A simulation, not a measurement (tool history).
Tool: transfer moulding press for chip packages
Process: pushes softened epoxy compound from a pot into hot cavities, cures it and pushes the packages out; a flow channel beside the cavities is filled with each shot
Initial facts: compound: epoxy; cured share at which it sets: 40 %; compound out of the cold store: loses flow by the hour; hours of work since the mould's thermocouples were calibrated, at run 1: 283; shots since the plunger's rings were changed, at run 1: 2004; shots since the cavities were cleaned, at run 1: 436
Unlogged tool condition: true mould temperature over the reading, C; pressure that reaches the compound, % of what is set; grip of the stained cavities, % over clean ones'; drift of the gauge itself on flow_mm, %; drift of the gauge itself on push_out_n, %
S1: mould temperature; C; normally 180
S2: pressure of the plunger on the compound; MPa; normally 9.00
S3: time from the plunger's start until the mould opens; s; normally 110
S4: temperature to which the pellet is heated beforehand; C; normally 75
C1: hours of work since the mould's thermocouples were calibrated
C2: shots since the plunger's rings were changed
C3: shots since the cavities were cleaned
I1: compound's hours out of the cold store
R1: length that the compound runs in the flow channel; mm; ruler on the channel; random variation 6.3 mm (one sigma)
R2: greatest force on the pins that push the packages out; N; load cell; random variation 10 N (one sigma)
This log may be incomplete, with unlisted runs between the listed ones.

Run 1, hour 0.0: usual settings; C1 283; C2 2004; C3 436; I1 20.2. Result: R1 792 mm, R2 774 N.
Run 2, hour 11.8: usual settings; C1 290; C2 2108; C3 540; I1 26.8. Result: R1 783 mm, R2 790 N.
Run 3, hour 28.7: usual settings; C1 299; C2 2255; C3 687; I1 40.4. Result: R1 742 mm, R2 856 N.
Run 4, hour 41.4: usual settings; C1 306; C2 2366; C3 798; I1 16.3. Result: R1 789 mm, R2 879 N.
Run 5, hour 52.2: usual settings; C1 311; C2 2460; C3 892; I1 43.6. Result: R1 734 mm, R2 846 N.
Run 6, hour 69.0: usual settings; C1 320; C2 2607; C3 1039; I1 47.8. Result: R1 730 mm, R2 898 N.
At hour 75.9: cavities cleaned with cleaning compound and waxed.
At hour 88.4: plunger's sealing rings changed.
Run 7, hour 88.6: usual settings; C1 329; C2 1; C3 89; I1 25.4. Result: R1 808 mm, R2 583 N.
Run 8, hour 105.5: usual settings; C1 338; C2 149; C3 237; I1 17.9. Result: R1 833 mm, R2 706 N.
Run 9, hour 119.2: usual settings; C1 345; C2 269; C3 357; I1 34.5. Result: R1 796 mm, R2 740 N.
Run 10, hour 129.2: usual settings but S4 68 C; C1 351; C2 356; C3 444; I1 29.2. Result: R1 812 mm, R2 810 N.
At hour 131.9: mould's thermocouples calibrated.
Run 11, hour 139.6: usual settings; C1 4; C2 429; C3 517; I1 30.9. Result: R1 791 mm, R2 800 N.
Run 12, hour 155.3: usual settings but S2 7.80 MPa; C1 13; C2 566; C3 654; I1 21.7. Result: R1 761 mm, R2 840 N.
Run 13, hour 170.4: usual settings but S2 9.15 MPa; C1 21; C2 698; C3 786; I1 40.6. Result: R1 778 mm, R2 854 N.
Run 14, hour 177.4: usual settings but S2 9.15 MPa; C1 24; C2 760; C3 848; I1 18.5. Result: R1 846 mm, R2 897 N.
At hour 189.7: mould's thermocouples calibrated, once more.
Run 15, hour 190.5: usual settings but S2 9.15 MPa; C1 0; C2 856; C3 944; I1 37.2. Result: R1 795 mm, R2 866 N.
Run 16, hour 203.4: usual settings but S1 179 C, S2 9.15 MPa, S3 142 s; C1 7; C2 969; C3 1057; I1 18.6. Result: R1 824 mm, R2 842 N.
At hour 207.9: cavities cleaned with cleaning compound and waxed.
Run 17, hour 219.6: usual settings but S2 6.82 MPa, S3 130 s; C1 15; C2 1098; C3 102; I1 44.7. Result: R1 668 mm, R2 565 N.
Run 18, hour 233.6: usual settings but S1 181 C, S2 6.88 MPa, S3 137 s; C1 23; C2 1220; C3 224; I1 32.6. Result: R1 689 mm, R2 641 N.
Run 19, hour 246.1: usual settings but S1 181 C, S2 6.88 MPa, S3 137 s; C1 29; C2 1329; C3 333; I1 24.9. Result: R1 702 mm, R2 678 N.
Run 20, hour 261.9: usual settings but S1 181 C, S2 6.88 MPa, S3 137 s; C1 38; C2 1467; C3 471; I1 46.5. Result: R1 648 mm, R2 763 N.
Run 21, hour 273.9: usual settings but S1 181 C, S2 10.39 MPa, S3 113 s; C1 44; C2 1572; C3 576; I1 13.2. Result: R1 888 mm, R2 820 N.
Run 22, hour 282.8: usual settings but S1 181 C, S2 10.39 MPa, S3 113 s; C1 49; C2 1650; C3 654; I1 31.0. Result: R1 840 mm, R2 848 N.
Run 23, hour 294.0: usual settings but S2 10.46 MPa; C1 55; C2 1748; C3 752; I1 17.3. Result: R1 884 mm, R2 901 N.
Run 24, hour 302.0: usual settings but S2 10.46 MPa; C1 60; C2 1818; C3 822; I1 31.2. Result: R1 827 mm, R2 873 N.
Run 25, hour 317.1: usual settings but S2 9.30 MPa, S3 121 s, S4 70 C; C1 68; C2 1949; C3 953; I1 17.1. Result: R1 826 mm, R2 868 N.
At hour 334.3: cavities cleaned with cleaning compound and waxed.
Run 26, hour 334.4: usual settings but S1 188 C, S2 7.91 MPa, S3 113 s, S4 72 C; C1 76; C2 2087; C3 0; I1 20.9. Result: R1 719 mm, R2 456 N.
Run 27, hour 343.0: usual settings but S1 188 C, S2 7.91 MPa, S3 113 s, S4 72 C; C1 81; C2 2163; C3 76; I1 40.1. Result: R1 688 mm, R2 539 N.
Run 28, hour 350.3: usual settings but S1 181 C, S2 10.20 MPa, S3 95 s, S4 67 C; C1 85; C2 2226; C3 139; I1 37.4. Result: R1 814 mm, R2 680 N.

Below are 4 alternative next runs, each starting from the tool's condition after run 28. Predict each:
Run A, hour 359.8: usual settings but S1 176 C, S4 67 C; C1 90; C2 2310; C3 223; I1 35.3. Result: R1 ?, R2 ?.
Run B, hour 359.8: usual settings but S1 178 C, S2 8.39 MPa; C1 90; C2 2310; C3 223; I1 37.7. Result: R1 ?, R2 ?.
Run C, hour 359.8: usual settings but S1 181 C, S2 10.20 MPa, S3 95 s, S4 78 C; C1 90; C2 2310; C3 223; I1 36.6. Result: R1 ?, R2 ?.
Run D, hour 359.8: usual settings but S1 181 C, S2 10.60 MPa, S3 118 s, S4 83 C; C1 90; C2 2310; C3 223; I1 9.3. Result: R1 ?, R2 ?.

run   R1   R2
  A  776  758
  B  732  736
  C  800  720
  D  897  711
Without the tool's hidden state the same runs would have given:
run   R1   R2
  A  815  524
  B  768  508
  C  840  496
  D  942  493

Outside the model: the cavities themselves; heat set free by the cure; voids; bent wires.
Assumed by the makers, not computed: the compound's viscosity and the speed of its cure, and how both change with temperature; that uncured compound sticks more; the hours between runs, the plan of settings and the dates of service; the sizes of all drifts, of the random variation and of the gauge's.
